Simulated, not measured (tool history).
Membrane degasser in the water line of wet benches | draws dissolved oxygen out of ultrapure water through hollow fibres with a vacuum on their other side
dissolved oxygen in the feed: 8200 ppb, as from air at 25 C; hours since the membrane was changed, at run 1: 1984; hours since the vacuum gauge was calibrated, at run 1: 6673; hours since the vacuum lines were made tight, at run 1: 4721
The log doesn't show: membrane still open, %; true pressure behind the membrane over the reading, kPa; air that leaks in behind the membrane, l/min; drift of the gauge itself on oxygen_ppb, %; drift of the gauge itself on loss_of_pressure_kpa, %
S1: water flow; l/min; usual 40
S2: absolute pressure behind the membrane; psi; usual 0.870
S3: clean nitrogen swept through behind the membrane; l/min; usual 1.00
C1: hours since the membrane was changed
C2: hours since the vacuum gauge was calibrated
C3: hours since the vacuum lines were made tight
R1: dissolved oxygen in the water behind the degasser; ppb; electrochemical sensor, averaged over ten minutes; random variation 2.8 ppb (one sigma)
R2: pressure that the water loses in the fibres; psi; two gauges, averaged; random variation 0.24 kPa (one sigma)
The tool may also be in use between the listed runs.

run    hour  S1     S2    S3    C1    C2    C3      R1      R2
  1     0.0  40  0.870  1.00  1984  6673  4721   274.4   8.950
  2    33.9  40  0.870  2.17  2018  6707  4755   171.2   9.030
  3    69.6  40  0.870  2.17  2053  6743  4790   170.5   8.978
  4   130.4  52  0.870  1.00  2114  6804  4851   368.0  11.641
  5   160.7  52  2.128  1.00  2145  6834  4881  1102.4  11.652
  6   198.9  52  2.128  1.00  2183  6872  4920  1093.7  11.662
  7   257.9  40  1.874  1.00  2242  6931  4979   767.0   8.924
  8   283.4  45  0.870  1.00  2267  6957  5004   309.6  10.018
  9   318.4  45  0.870  1.00  2302  6992  5039   314.1  10.025
 10   357.3  45  0.870  1.00  2341  7030  5078   309.0  10.019
 11   413.7  37  0.870  1.00  2398  7087  5134   257.9   8.254
 12   472.3  37  0.870  1.00  2456  7146  5193   253.9   8.229
 13   518.3  37  0.870  1.00  2502  7192  5239   254.1   8.250
 14   567.5  37  0.870  1.00  2551  7241  5288   248.8   8.182
      570.1  -- gauge calibrated
 15   604.6  37  0.657  1.00  2588  7278  5325   146.1   8.335
 16   650.8  37  0.657  1.00  2635  7324  5372   143.3   8.283
 17   695.2  37  0.657  1.00  2679  7368  5416   145.8   8.261
 18   721.2  37  0.657  0.97  2705  7394  5442   147.7   8.277
 19   770.0  54  1.427  1.07  2754  7443  5491   703.8  12.064
 20   822.7  54  1.427  1.07  2807  7496  5543   703.0  12.045
 21   875.5  54  1.903  0.57  2859  7549  5596  1422.8  12.044
 22   918.9  54  1.903  0.57  2903  7592  5640  1397.3  11.995
 23   944.8  54  1.903  0.57  2929  7618  5666  1414.1  12.064
 24   983.7  54  1.903  0.57  2968  7657  5704  1399.5  12.069
 25  1023.6  54  1.903  0.57  3007  7697  5744  1420.4  11.951
 26  1075.4  54  1.903  0.57  3059  7749  5796  1392.5  12.013
 27  1126.3  46  1.023  0.57  3110  7800  5847   557.8  10.142
 28  1180.0  36  1.542  2.80  3164  7853  5901   255.4   7.907
 29  1208.6  49  1.123  1.56  3192  7882  5929   370.5  10.726
 30  1242.2  49  1.633  0.68  3226  7915  5963  1011.8  10.821
 31  1279.4  49  2.006  0.68  3263  7953  6000  1250.4  10.759
 32  1333.4  49  2.006  0.68  3317  8007  6054  1256.2  10.702

Measured less the same run without the tool's hidden state. The same run-to-run variation is in both; the gauge's scatter may not be:
run      R2
  1  +0.000
  2  -0.012
  3  -0.022
  4  -0.057
  5  -0.070
  6  -0.087
  7  -0.087
  8  -0.107
  9  -0.122
 10  -0.136
 11  -0.131
 12  -0.149
 13  -0.164
 14  -0.178
 15  -0.010
 16  -0.025
 17  -0.038
 18  -0.046
 19  -0.091
 20  -0.115
 21  -0.139
 22  -0.158
 23  -0.173
 24  -0.190
 25  -0.207
 26  -0.231
 27  -0.216
 28  -0.186
 29  -0.264
 30  -0.280
 31  -0.294
 32  -0.318
R1: within 0.1 ppb of the measured result in every run.
